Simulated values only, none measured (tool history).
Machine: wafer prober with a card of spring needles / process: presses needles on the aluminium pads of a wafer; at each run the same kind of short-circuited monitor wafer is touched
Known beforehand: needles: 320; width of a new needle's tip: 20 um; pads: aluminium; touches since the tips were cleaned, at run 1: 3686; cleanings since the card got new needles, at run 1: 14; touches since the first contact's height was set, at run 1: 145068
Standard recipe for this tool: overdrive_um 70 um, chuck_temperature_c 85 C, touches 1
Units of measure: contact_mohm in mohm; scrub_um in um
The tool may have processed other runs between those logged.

run,day,overdrive_um,chuck_temperature_c,touches,touches since the tips were cleaned,cleanings since the card got new needles,touches since the first contact's height was set,contact_mohm,scrub_um
1,0.000,70,85,1,3686,14,145068,255,17.57
# day 0.596: tips cleaned on abrasive film
2,0.854,70,97,1,2624,15,153750,262,17.50
# day 1.471: tips cleaned on abrasive film
3,1.938,70,97,1,4810,16,164820,261,17.61
# day 2.346: tips cleaned on abrasive film
# day 3.117: height of the first contact set anew
# day 3.333: tips cleaned on abrasive film
4,3.471,70,97,1,1378,18,3577,262,17.56
# day 4.283: tips cleaned on abrasive film
5,4.775,70,97,1,5056,19,16900,264,17.50
# day 5.171: tips cleaned on abrasive film
6,5.671,70,97,1,5103,20,26010,262,17.54
# day 6.146: tips cleaned on abrasive film
# day 7.100: tips cleaned on abrasive film
7,7.475,70,97,1,3862,22,44386,261,17.59
# day 7.983: tips cleaned on abrasive film
# day 8.888: tips cleaned on abrasive film
8,9.146,70,97,1,2606,24,61368,263,17.62
# day 9.825: tips cleaned on abrasive film
9,10.550,70,40,1,7405,25,75690,248,17.60
# day 10.746: tips cleaned on abrasive film
# day 11.683: tips cleaned on abrasive film
10,12.129,70,85,1,4535,27,91757,263,17.57
# day 12.571: tips cleaned on abrasive film
11,13.238,70,85,1,6812,28,103065,257,17.58
# day 13.521: tips cleaned on abrasive film
12,14.208,70,85,1,7023,29,112932,260,17.62
# day 14.408: tips cleaned on abrasive film
13,15.012,70,85,1,6192,30,121132,257,17.56
# day 15.312: tips cleaned on abrasive film
14,16.108,70,85,1,8157,31,132302,261,17.56
# day 16.275: tips cleaned on abrasive film
# day 17.221: tips cleaned on abrasive film
15,17.758,66,85,1,5493,33,149087,259,16.53
# day 18.179: tips cleaned on abrasive film
# day 19.058: tips cleaned on abrasive film
16,19.058,66,85,1,0,35,162290,254,16.57
# day 20.008: tips cleaned on abrasive film
17,20.029,52,68,2,242,36,172205,260,13.05
# day 20.458: height of the first contact set anew
# day 20.962: tips cleaned on abrasive film
18,21.162,52,68,2,2046,37,7172,260,13.01
# day 21.950: tips cleaned on abrasive film
19,22.692,51,54,1,7608,38,22776,253,12.84
# day 22.817: tips cleaned on abrasive film
# day 23.704: tips cleaned on abrasive film
20,23.704,66,54,1,0,40,33053,251,16.59
# day 24.667: tips cleaned on abrasive film
21,25.204,70,55,1,5538,41,48361,250,17.60
# day 25.600: tips cleaned on abrasive film
22,26.254,74,85,2,6675,42,59041,256,18.60
# day 26.492: tips cleaned on abrasive film
# day 27.362: tips cleaned on abrasive film
23,27.954,60,53,2,6034,44,76334,251,15.08
# day 28.238: tips cleaned on abrasive film
# day 29.217: tips cleaned on abrasive film
24,29.533,60,53,2,3228,46,92395,254,15.14
# day 30.117: tips cleaned on abrasive film
25,30.675,60,26,1,5728,47,104047,247,15.11
# day 31.017: tips cleaned on abrasive film
# day 31.883: tips cleaned on abrasive film
26,32.167,51,26,1,2911,49,119210,241,12.82
# day 32.779: tips cleaned on abrasive film
27,33.104,51,26,2,3326,50,128742,245,12.75
# day 33.679: tips cleaned on abrasive film
28,34.458,57,36,1,7987,51,142569,249,14.35
# day 34.596: tips cleaned on abrasive film
# day 35.575: tips cleaned on abrasive film
29,36.029,62,106,2,4660,53,158552,262,15.58
# day 36.517: tips cleaned on abrasive film
# day 37.417: tips cleaned on abrasive film
30,37.542,73,36,1,1290,55,173956,247,18.35
# day 37.821: height of the first contact set anew
# day 38.350: tips cleaned on abrasive film
31,38.717,52,36,2,3732,56,9097,246,13.05

Consider 3 possible next runs. They are alternatives, not a sequence: every one starts from the tool as it was left by run 31. What does each give?
# day 39.333: tips cleaned on abrasive film
A,40.092,61,67,2,7770,57,23130,?,?
# day 39.333: tips cleaned on abrasive film
B,40.092,70,57,1,7770,57,23130,?,?
# day 39.333: tips cleaned on abrasive film
C,40.092,64,49,1,7770,57,23130,?,?

run,contact_mohm,scrub_um
A,255,15.29
B,255,17.61
C,249,16.02
Without the tool's unlogged condition, the same runs would have read:
run,contact_mohm,scrub_um
A,255,15.29
B,254,17.61
C,248,16.02
